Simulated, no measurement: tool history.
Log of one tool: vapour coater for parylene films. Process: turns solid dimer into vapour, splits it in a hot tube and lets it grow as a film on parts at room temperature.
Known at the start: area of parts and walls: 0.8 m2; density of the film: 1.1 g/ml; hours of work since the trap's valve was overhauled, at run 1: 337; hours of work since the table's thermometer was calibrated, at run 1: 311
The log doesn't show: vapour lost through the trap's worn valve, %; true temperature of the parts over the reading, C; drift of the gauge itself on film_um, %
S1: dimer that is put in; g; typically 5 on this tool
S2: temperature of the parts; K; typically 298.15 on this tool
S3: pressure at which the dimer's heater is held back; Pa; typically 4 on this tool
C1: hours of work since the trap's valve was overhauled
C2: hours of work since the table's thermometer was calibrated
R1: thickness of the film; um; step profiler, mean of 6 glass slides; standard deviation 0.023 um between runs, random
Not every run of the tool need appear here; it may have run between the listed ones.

run	hour	S1	S2	S3	C1	C2	R1
1	0	5	298.15	4	337	311	3.03
# hour 15.5: trap's valve overhauled
2	17.6	5	295.15	4	1	317	3.5
3	36.6	5	298.15	4	9	326	3.06
4	48.5	5	298.15	4	15	331	3.03
5	60.9	5	293.15	4	20	337	3.85
6	73.7	5	293.15	4	26	342	3.92
7	81.7	5	298.15	4	29	346	3.04
8	97.1	5	298.15	4	36	353	3.09
9	108.4	5	298.15	4	41	358	3.05
10	127.7	5	306.15	4	50	366	2.04
11	136.5	5	306.15	4	54	370	2.04
12	149.3	5	306.15	4	59	376	2.02
13	164.3	5	298.15	8.08	66	382	2.68
14	174.4	5	309.15	4	71	387	1.77
15	188.1	5	309.15	4	77	393	1.77
16	199.3	5	309.15	4	82	398	1.77
17	207.5	5	298.15	4	85	402	3.02
18	216.4	5	305.15	4	89	406	2.14
19	231	5	305.15	4	96	412	2.15
20	241.4	5	305.15	4	100	417	2.16
21	260.6	5	305.15	4	109	425	2.13
22	275.2	5	305.15	4	115	432	2.16
23	285.9	8	302.15	4.91	120	437	3.8
24	297.9	8	302.15	4.91	126	442	3.9
25	309.6	3	290.15	4	131	447	2.68
26	320.6	3	290.15	4	136	452	2.71
27	338.5	3	290.15	4	144	460	2.71
28	350.8	3	290.15	4	149	465	2.73
29	362.9	4	290.15	4	154	471	3.62
30	372.7	5	298.15	4.84	159	475	2.92
31	384.1	5	298.15	8.84	164	480	2.65
32	393.2	6	296.15	8.21	168	484	3.49
33	403.5	6	291.15	8.21	172	489	4.53
34	423	6	291.15	8.21	181	497	4.51
35	439.9	3	294.15	2.29	189	505	2.42
36	456.1	5	298.15	2.51	196	512	3.26
37	471.6	5	298.15	3.21	203	519	3.12
38	487.4	6	291.15	5.08	210	526	4.87
39	497.2	6	296.15	3.11	214	530	4.2
40	511.7	6	296.15	3.11	221	537	4.22
41	523.2	5	293.15	4	226	542	3.85
42	540.4	5	293.15	4	233	550	3.83
43	549.5	5	293.15	4	237	554	3.86

Below are 3 alternative next runs, each starting from the tool's condition after run 43. Predict each:
A	566.1	7	310.15	2.92	245	561	?
B	566.1	6	296.15	4.74	245	561	?
C	566.1	5	298.15	10.89	245	561	?

run	R1
A	2.44
B	3.89
C	2.53
Without the tool's unlogged condition, the same runs would have read:
run	R1
A	2.45
B	3.89
C	2.54
